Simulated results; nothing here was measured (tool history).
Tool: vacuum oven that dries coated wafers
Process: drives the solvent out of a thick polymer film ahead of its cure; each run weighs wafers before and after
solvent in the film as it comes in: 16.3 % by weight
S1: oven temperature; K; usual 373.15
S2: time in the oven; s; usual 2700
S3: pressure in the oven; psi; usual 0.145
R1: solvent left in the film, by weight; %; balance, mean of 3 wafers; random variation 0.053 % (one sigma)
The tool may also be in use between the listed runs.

{"run": 1, "hour": 0.0, "S1": 373.15, "S2": 2700, "S3": 0.145, "R1": 1.89}
{"run": 2, "hour": 11.7, "S1": 373.15, "S2": 2700, "S3": 0.145, "R1": 1.98}
{"run": 3, "hour": 25.4, "S1": 373.15, "S2": 2700, "S3": 0.145, "R1": 1.89}
{"run": 4, "hour": 47.1, "S1": 373.15, "S2": 2700, "S3": 0.145, "R1": 1.92}
{"run": 5, "hour": 67.3, "S1": 373.15, "S2": 2220, "S3": 0.145, "R1": 2.49}
{"run": 6, "hour": 85.0, "S1": 373.15, "S2": 4200, "S3": 0.145, "R1": 1.19}
{"run": 7, "hour": 107.0, "S1": 373.15, "S2": 4200, "S3": 0.145, "R1": 1.28}
{"run": 8, "hour": 125.7, "S1": 373.15, "S2": 2700, "S3": 0.145, "R1": 1.82}
{"run": 9, "hour": 135.7, "S1": 373.15, "S2": 2700, "S3": 0.145, "R1": 1.92}
{"run": 10, "hour": 153.8, "S1": 373.15, "S2": 2700, "S3": 0.145, "R1": 1.76}
{"run": 11, "hour": 162.9, "S1": 373.15, "S2": 2700, "S3": 0.145, "R1": 1.83}
{"run": 12, "hour": 182.4, "S1": 373.15, "S2": 4020, "S3": 0.244, "R1": 1.93}
{"run": 13, "hour": 199.6, "S1": 373.15, "S2": 3000, "S3": 0.097, "R1": 1.34}
{"run": 14, "hour": 219.8, "S1": 373.15, "S2": 4380, "S3": 0.355, "R1": 2.5}
{"run": 15, "hour": 228.8, "S1": 362.15, "S2": 3780, "S3": 0.439, "R1": 5.84}
{"run": 16, "hour": 241.2, "S1": 385.15, "S2": 3720, "S3": 0.235, "R1": 1.01}
{"run": 17, "hour": 259.7, "S1": 385.15, "S2": 3720, "S3": 0.235, "R1": 1.01}
{"run": 18, "hour": 275.7, "S1": 364.15, "S2": 2700, "S3": 0.145, "R1": 4}
{"run": 19, "hour": 295.2, "S1": 379.15, "S2": 2700, "S3": 0.138, "R1": 1.05}
{"run": 20, "hour": 313.9, "S1": 376.15, "S2": 2940, "S3": 0.094, "R1": 0.94}
{"run": 21, "hour": 325.4, "S1": 373.15, "S2": 2820, "S3": 0.173, "R1": 1.95}
{"run": 22, "hour": 342.1, "S1": 366.15, "S2": 3600, "S3": 0.087, "R1": 2.08}

3 ways to go on from here, each from the tool as it stands after run 22. What would each give?
{"run": "A", "hour": 357.8, "S1": 373.15, "S2": 4260, "S3": 0.12, "R1": "?"}
{"run": "B", "hour": 357.8, "S1": 359.15, "S2": 2760, "S3": 0.113, "R1": "?"}
{"run": "C", "hour": 357.8, "S1": 380.15, "S2": 4200, "S3": 0.234, "R1": "?"}

run=A R1=1.04
run=B R1=5.05
run=C R1=1.23
Without the tool's hidden state the same runs would have given:
run=A R1=1.04
run=B R1=5.05
run=C R1=1.23
